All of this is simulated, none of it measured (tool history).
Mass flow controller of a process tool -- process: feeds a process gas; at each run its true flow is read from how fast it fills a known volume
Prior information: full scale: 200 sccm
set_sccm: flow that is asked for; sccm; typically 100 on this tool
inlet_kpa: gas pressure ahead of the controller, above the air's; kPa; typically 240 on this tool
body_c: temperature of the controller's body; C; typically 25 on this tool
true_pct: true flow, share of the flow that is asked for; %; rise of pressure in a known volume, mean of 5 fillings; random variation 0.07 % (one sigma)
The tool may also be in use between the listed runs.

run 1 hour=0 | set_sccm=100 inlet_kpa=240 body_c=25 | true_pct=99.19
run 2 hour=144.7 | set_sccm=100 inlet_kpa=240 body_c=25 | true_pct=99.08
run 3 hour=269.1 | set_sccm=100 inlet_kpa=240 body_c=25 | true_pct=99.11
run 4 hour=420.7 | set_sccm=100 inlet_kpa=240 body_c=25 | true_pct=99.29
run 5 hour=556.4 | set_sccm=100 inlet_kpa=240 body_c=25 | true_pct=99.18
run 6 hour=717.7 | set_sccm=100 inlet_kpa=240 body_c=25 | true_pct=99.17
run 7 hour=882.6 | set_sccm=100 inlet_kpa=240 body_c=25 | true_pct=99.21
run 8 hour=1091.2 | set_sccm=100 inlet_kpa=240 body_c=25 | true_pct=99.14
run 9 hour=1222.1 | set_sccm=21 inlet_kpa=240 body_c=25 | true_pct=95.9
run 10 hour=1402 | set_sccm=21 inlet_kpa=240 body_c=25 | true_pct=95.71
run 11 hour=1575.7 | set_sccm=21 inlet_kpa=240 body_c=25 | true_pct=95.57
-- hour=1584.8 controller's zero set anew
run 12 hour=1679.5 | set_sccm=21 inlet_kpa=240 body_c=25 | true_pct=94.42
run 13 hour=1795.5 | set_sccm=21 inlet_kpa=240 body_c=25 | true_pct=94.36
run 14 hour=1954.5 | set_sccm=21 inlet_kpa=240 body_c=25 | true_pct=94.42
run 15 hour=2079.8 | set_sccm=25 inlet_kpa=142 body_c=23 | true_pct=94.17
-- hour=2195.4 controller's zero set anew, once more
run 16 hour=2284.1 | set_sccm=25 inlet_kpa=142 body_c=23 | true_pct=97.92
run 17 hour=2488.9 | set_sccm=84 inlet_kpa=180 body_c=22 | true_pct=99.18
run 18 hour=2611.8 | set_sccm=167 inlet_kpa=180 body_c=22 | true_pct=100.19

Forecast run 19:
run 19 hour=2739.2 | set_sccm=127 inlet_kpa=180 body_c=25 | true_pct=?

For run 19 the tool returned true_pct 100.04 %.
Take away the tool's hidden state, keep the run-to-run variation as it was, and the same run would have given true_pct 99.03 %.

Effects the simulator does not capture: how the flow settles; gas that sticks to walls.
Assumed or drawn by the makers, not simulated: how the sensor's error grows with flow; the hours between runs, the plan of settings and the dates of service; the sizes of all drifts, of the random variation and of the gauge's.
